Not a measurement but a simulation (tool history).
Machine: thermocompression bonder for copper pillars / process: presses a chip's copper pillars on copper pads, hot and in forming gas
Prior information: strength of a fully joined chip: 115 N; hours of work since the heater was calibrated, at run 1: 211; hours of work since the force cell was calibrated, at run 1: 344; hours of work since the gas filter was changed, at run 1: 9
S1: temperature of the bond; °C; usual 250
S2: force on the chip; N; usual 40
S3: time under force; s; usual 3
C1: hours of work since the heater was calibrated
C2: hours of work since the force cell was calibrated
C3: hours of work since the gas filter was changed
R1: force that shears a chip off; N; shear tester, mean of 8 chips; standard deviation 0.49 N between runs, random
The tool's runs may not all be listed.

{"run": 1, "hour": 0.0, "S1": 250, "S2": 40, "S3": 3, "C1": 211, "C2": 344, "C3": 9, "R1": 83.0}
{"run": 2, "hour": 27.0, "S1": 256, "S2": 40, "S3": 3, "C1": 226, "C2": 359, "C3": 24, "R1": 85.6}
{"run": 3, "hour": 58.9, "S1": 256, "S2": 40, "S3": 3, "C1": 244, "C2": 377, "C3": 42, "R1": 84.7}
{"run": 4, "hour": 90.4, "S1": 256, "S2": 40, "S3": 3, "C1": 261, "C2": 395, "C3": 59, "R1": 82.9}
{"run": 5, "hour": 115.1, "S1": 256, "S2": 40, "S3": 3, "C1": 275, "C2": 408, "C3": 73, "R1": 82.5}
{"run": 6, "hour": 142.4, "S1": 255, "S2": 40, "S3": 3, "C1": 290, "C2": 424, "C3": 88, "R1": 81.6}
{"run": 7, "hour": 166.0, "S1": 250, "S2": 30, "S3": 3, "C1": 303, "C2": 437, "C3": 101, "R1": 67.1}
{"run": 8, "hour": 188.8, "S1": 250, "S2": 30, "S3": 3, "C1": 316, "C2": 449, "C3": 114, "R1": 67.1}
{"run": 9, "hour": 222.6, "S1": 250, "S2": 40, "S3": 3, "C1": 335, "C2": 468, "C3": 133, "R1": 77.0}
{"hour": 227.6, "done": "forming gas filter changed"}
{"run": 10, "hour": 239.3, "S1": 250, "S2": 40, "S3": 3, "C1": 344, "C2": 477, "C3": 7, "R1": 83.4}
{"run": 11, "hour": 263.0, "S1": 250, "S2": 40, "S3": 3, "C1": 357, "C2": 490, "C3": 20, "R1": 82.1}
{"run": 12, "hour": 279.3, "S1": 250, "S2": 40, "S3": 3, "C1": 366, "C2": 500, "C3": 29, "R1": 81.3}
{"run": 13, "hour": 297.0, "S1": 250, "S2": 40, "S3": 3, "C1": 376, "C2": 509, "C3": 39, "R1": 81.6}
{"run": 14, "hour": 315.3, "S1": 250, "S2": 40, "S3": 3, "C1": 386, "C2": 520, "C3": 49, "R1": 81.0}
{"run": 15, "hour": 342.1, "S1": 250, "S2": 40, "S3": 3, "C1": 401, "C2": 535, "C3": 64, "R1": 80.4}
{"run": 16, "hour": 364.0, "S1": 250, "S2": 40, "S3": 4, "C1": 414, "C2": 547, "C3": 76, "R1": 85.8}
{"run": 17, "hour": 401.0, "S1": 250, "S2": 40, "S3": 3, "C1": 434, "C2": 567, "C3": 97, "R1": 79.1}
{"hour": 404.9, "done": "force cell calibrated"}
{"run": 18, "hour": 436.7, "S1": 250, "S2": 40, "S3": 3, "C1": 453, "C2": 18, "C3": 116, "R1": 79.2}
{"run": 19, "hour": 451.7, "S1": 250, "S2": 40, "S3": 3, "C1": 462, "C2": 26, "C3": 124, "R1": 78.5}
{"hour": 472.5, "done": "forming gas filter changed"}
{"run": 20, "hour": 483.5, "S1": 250, "S2": 40, "S3": 2, "C1": 479, "C2": 44, "C3": 6, "R1": 75.5}

Run 21, settings as shown, results not yet in. Your forecast:
{"run": 21, "hour": 502.3, "S1": 250, "S2": 40, "S3": 2, "C1": 490, "C2": 54, "C3": 17, "R1": "?"}

For run 21 the tool returned R1 74.7 N.
Were there no unlogged condition in the tool, this run, its random variation unchanged, would have produced R1 72.7 N.
